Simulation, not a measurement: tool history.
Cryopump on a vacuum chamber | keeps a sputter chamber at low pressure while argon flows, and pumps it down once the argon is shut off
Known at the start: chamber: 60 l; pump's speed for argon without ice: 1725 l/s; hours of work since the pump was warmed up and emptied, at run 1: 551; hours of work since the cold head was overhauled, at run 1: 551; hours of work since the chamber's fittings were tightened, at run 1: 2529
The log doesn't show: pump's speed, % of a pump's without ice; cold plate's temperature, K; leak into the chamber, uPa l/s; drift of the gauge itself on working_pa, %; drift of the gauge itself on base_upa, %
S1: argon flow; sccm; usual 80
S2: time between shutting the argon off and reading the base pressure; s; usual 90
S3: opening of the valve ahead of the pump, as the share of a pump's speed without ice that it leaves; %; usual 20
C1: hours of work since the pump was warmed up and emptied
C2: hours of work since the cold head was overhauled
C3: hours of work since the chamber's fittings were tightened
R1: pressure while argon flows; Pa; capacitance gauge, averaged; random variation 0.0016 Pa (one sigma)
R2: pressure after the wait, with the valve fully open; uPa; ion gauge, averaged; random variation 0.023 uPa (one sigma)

run 1 hour=0.0 | S1=80 S2=90 S3=20 | C1=551 C2=551 C3=2529 | R1=0.4058 R2=1.03
run 2 hour=21.8 | S1=80 S2=90 S3=20 | C1=565 C2=565 C3=2542 | R1=0.4064 R2=1.07
run 3 hour=33.3 | S1=80 S2=90 S3=20 | C1=572 C2=572 C3=2549 | R1=0.4076 R2=1.03
run 4 hour=50.5 | S1=80 S2=90 S3=20 | C1=583 C2=583 C3=2560 | R1=0.4077 R2=1.05
run 5 hour=71.9 | S1=80 S2=90 S3=27 | C1=596 C2=596 C3=2573 | R1=0.3068 R2=1.11
run 6 hour=91.7 | S1=36 S2=90 S3=20 | C1=608 C2=608 C3=2585 | R1=0.1838 R2=1.00
run 7 hour=105.0 | S1=95 S2=90 S3=20 | C1=616 C2=616 C3=2594 | R1=0.4873 R2=1.04
run 8 hour=126.5 | S1=95 S2=90 S3=20 | C1=629 C2=629 C3=2607 | R1=0.4859 R2=1.06
run 9 hour=136.9 | S1=40 S2=90 S3=20 | C1=636 C2=636 C3=2613 | R1=0.2046 R2=1.07
run 10 hour=158.5 | S1=40 S2=90 S3=20 | C1=649 C2=649 C3=2627 | R1=0.2059 R2=1.06
run 11 hour=177.1 | S1=40 S2=90 S3=21 | C1=660 C2=660 C3=2638 | R1=0.1961 R2=1.06
run 12 hour=199.6 | S1=80 S2=90 S3=31 | C1=674 C2=674 C3=2652 | R1=0.2717 R2=1.04
run 13 hour=214.2 | S1=56 S2=50 S3=20 | C1=683 C2=683 C3=2661 | R1=0.2869 R2=1.58
run 14 hour=223.7 | S1=56 S2=50 S3=20 | C1=689 C2=689 C3=2667 | R1=0.2889 R2=1.52
run 15 hour=243.2 | S1=56 S2=33 S3=42 | C1=701 C2=701 C3=2679 | R1=0.1448 R2=2.12
run 16 hour=263.1 | S1=154 S2=33 S3=42 | C1=714 C2=714 C3=2691 | R1=0.4002 R2=2.10
run 17 hour=282.5 | S1=87 S2=25 S3=42 | C1=725 C2=725 C3=2703 | R1=0.2259 R2=2.66
run 18 hour=293.0 | S1=80 S2=90 S3=33 | C1=732 C2=732 C3=2710 | R1=0.2590 R2=1.11
run 19 hour=303.1 | S1=80 S2=98 S3=33 | C1=738 C2=738 C3=2716 | R1=0.2579 R2=1.04
run 20 hour=318.9 | S1=93 S2=90 S3=20 | C1=748 C2=748 C3=2725 | R1=0.4812 R2=1.09
run 21 hour=335.2 | S1=93 S2=90 S3=20 | C1=758 C2=758 C3=2736 | R1=0.4820 R2=1.11
run 22 hour=349.7 | S1=43 S2=27 S3=42 | C1=767 C2=767 C3=2744 | R1=0.1134 R2=2.49

5 ways to go on from here, each from the tool as it stands after run 22. What would each give?
run A hour=363.6 | S1=33 S2=57 S3=42 | C1=775 C2=775 C3=2753 | R1=? R2=?
run B hour=363.6 | S1=95 S2=27 S3=42 | C1=775 C2=775 C3=2753 | R1=? R2=?
run C hour=363.6 | S1=80 S2=90 S3=34 | C1=775 C2=775 C3=2753 | R1=? R2=?
run D hour=363.6 | S1=119 S2=150 S3=20 | C1=775 C2=775 C3=2753 | R1=? R2=?
run E hour=363.6 | S1=123 S2=27 S3=36 | C1=775 C2=775 C3=2753 | R1=? R2=?

run=A R1=0.0874 R2=1.46
run=B R1=0.2507 R2=2.48
run=C R1=0.2547 R2=1.12
run=D R1=0.6138 R2=0.85
run=E R1=0.3706 R2=2.53
Without the tool's hidden state the same runs would have given:
run=A R1=0.0776 R2=1.13
run=B R1=0.2225 R2=2.15
run=C R1=0.2310 R2=0.79
run=D R1=0.5787 R2=0.52
run=E R1=0.3341 R2=2.19
